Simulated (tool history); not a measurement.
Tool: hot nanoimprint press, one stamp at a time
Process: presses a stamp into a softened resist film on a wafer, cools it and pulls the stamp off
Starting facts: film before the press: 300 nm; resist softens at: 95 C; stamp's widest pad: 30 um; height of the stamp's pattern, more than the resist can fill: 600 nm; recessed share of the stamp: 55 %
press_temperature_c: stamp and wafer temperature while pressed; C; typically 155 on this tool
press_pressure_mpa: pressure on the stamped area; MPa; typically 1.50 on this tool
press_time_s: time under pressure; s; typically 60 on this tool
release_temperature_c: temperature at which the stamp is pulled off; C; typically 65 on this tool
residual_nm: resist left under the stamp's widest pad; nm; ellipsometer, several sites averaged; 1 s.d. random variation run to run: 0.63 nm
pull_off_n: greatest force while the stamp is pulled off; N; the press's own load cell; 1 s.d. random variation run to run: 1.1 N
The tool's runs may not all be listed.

run 1 hour=0.0 | press_temperature_c=155 press_pressure_mpa=1.50 press_time_s=60 release_temperature_c=65 | residual_nm=163.6 pull_off_n=185
run 2 hour=57.6 | press_temperature_c=155 press_pressure_mpa=1.50 press_time_s=60 release_temperature_c=65 | residual_nm=164.5 pull_off_n=188
run 3 hour=89.3 | press_temperature_c=148 press_pressure_mpa=1.50 press_time_s=60 release_temperature_c=65 | residual_nm=200.4 pull_off_n=191
-- hour=118.3 stamp cleaned and given a new release coat
run 4 hour=132.4 | press_temperature_c=155 press_pressure_mpa=2.27 press_time_s=60 release_temperature_c=65 | residual_nm=138.4 pull_off_n=177
run 5 hour=161.2 | press_temperature_c=155 press_pressure_mpa=2.27 press_time_s=60 release_temperature_c=65 | residual_nm=139.5 pull_off_n=180
run 6 hour=226.2 | press_temperature_c=155 press_pressure_mpa=2.27 press_time_s=60 release_temperature_c=65 | residual_nm=140.3 pull_off_n=183
run 7 hour=271.4 | press_temperature_c=155 press_pressure_mpa=1.50 press_time_s=60 release_temperature_c=65 | residual_nm=165.6 pull_off_n=185
-- hour=322.7 plate thermocouple calibrated
run 8 hour=322.7 | press_temperature_c=155 press_pressure_mpa=1.50 press_time_s=60 release_temperature_c=65 | residual_nm=162.1 pull_off_n=182
run 9 hour=386.0 | press_temperature_c=149 press_pressure_mpa=1.50 press_time_s=60 release_temperature_c=65 | residual_nm=192.2 pull_off_n=183
run 10 hour=432.3 | press_temperature_c=149 press_pressure_mpa=1.50 press_time_s=60 release_temperature_c=65 | residual_nm=194.1 pull_off_n=187
-- hour=469.9 stamp cleaned and given a new release coat
run 11 hour=482.8 | press_temperature_c=149 press_pressure_mpa=1.50 press_time_s=60 release_temperature_c=65 | residual_nm=193.8 pull_off_n=176
run 12 hour=534.9 | press_temperature_c=149 press_pressure_mpa=1.50 press_time_s=60 release_temperature_c=65 | residual_nm=194.7 pull_off_n=177
run 13 hour=599.9 | press_temperature_c=155 press_pressure_mpa=1.27 press_time_s=78 release_temperature_c=65 | residual_nm=161.5 pull_off_n=180
run 14 hour=638.8 | press_temperature_c=147 press_pressure_mpa=2.14 press_time_s=82 release_temperature_c=65 | residual_nm=167.5 pull_off_n=185
run 15 hour=681.4 | press_temperature_c=147 press_pressure_mpa=2.14 press_time_s=82 release_temperature_c=65 | residual_nm=168.4 pull_off_n=187
run 16 hour=738.1 | press_temperature_c=146 press_pressure_mpa=1.50 press_time_s=60 release_temperature_c=65 | residual_nm=214.6 pull_off_n=189
run 17 hour=765.3 | press_temperature_c=146 press_pressure_mpa=1.50 press_time_s=60 release_temperature_c=65 | residual_nm=214.6 pull_off_n=192
run 18 hour=801.5 | press_temperature_c=146 press_pressure_mpa=1.50 press_time_s=60 release_temperature_c=65 | residual_nm=215.2 pull_off_n=191
-- hour=817.3 stamp cleaned and given a new release coat
run 19 hour=858.9 | press_temperature_c=146 press_pressure_mpa=1.50 press_time_s=60 release_temperature_c=65 | residual_nm=214.7 pull_off_n=182
run 20 hour=902.0 | press_temperature_c=146 press_pressure_mpa=1.50 press_time_s=60 release_temperature_c=65 | residual_nm=217.0 pull_off_n=185

4 ways to go on from here, each from the tool as it stands after run 20. What would each give?
-- hour=936.8 plate thermocouple calibrated
run A hour=953.2 | press_temperature_c=160 press_pressure_mpa=1.50 press_time_s=60 release_temperature_c=64 | residual_nm=? pull_off_n=?
-- hour=936.8 plate thermocouple calibrated
run B hour=953.2 | press_temperature_c=155 press_pressure_mpa=0.97 press_time_s=51 release_temperature_c=61 | residual_nm=? pull_off_n=?
-- hour=936.8 plate thermocouple calibrated
run C hour=953.2 | press_temperature_c=156 press_pressure_mpa=1.04 press_time_s=42 release_temperature_c=65 | residual_nm=? pull_off_n=?
-- hour=936.8 plate thermocouple calibrated
run D hour=953.2 | press_temperature_c=155 press_pressure_mpa=1.25 press_time_s=112 release_temperature_c=65 | residual_nm=? pull_off_n=?

run=A residual_nm=139.7 pull_off_n=184
run=B residual_nm=199.4 pull_off_n=195
run=C residual_nm=200.9 pull_off_n=181
run=D residual_nm=141.0 pull_off_n=179
Without the tool's hidden state the same runs would have given:
run=A residual_nm=137.7 pull_off_n=179
run=B residual_nm=197.8 pull_off_n=190
run=C residual_nm=199.3 pull_off_n=176
run=D residual_nm=139.3 pull_off_n=174

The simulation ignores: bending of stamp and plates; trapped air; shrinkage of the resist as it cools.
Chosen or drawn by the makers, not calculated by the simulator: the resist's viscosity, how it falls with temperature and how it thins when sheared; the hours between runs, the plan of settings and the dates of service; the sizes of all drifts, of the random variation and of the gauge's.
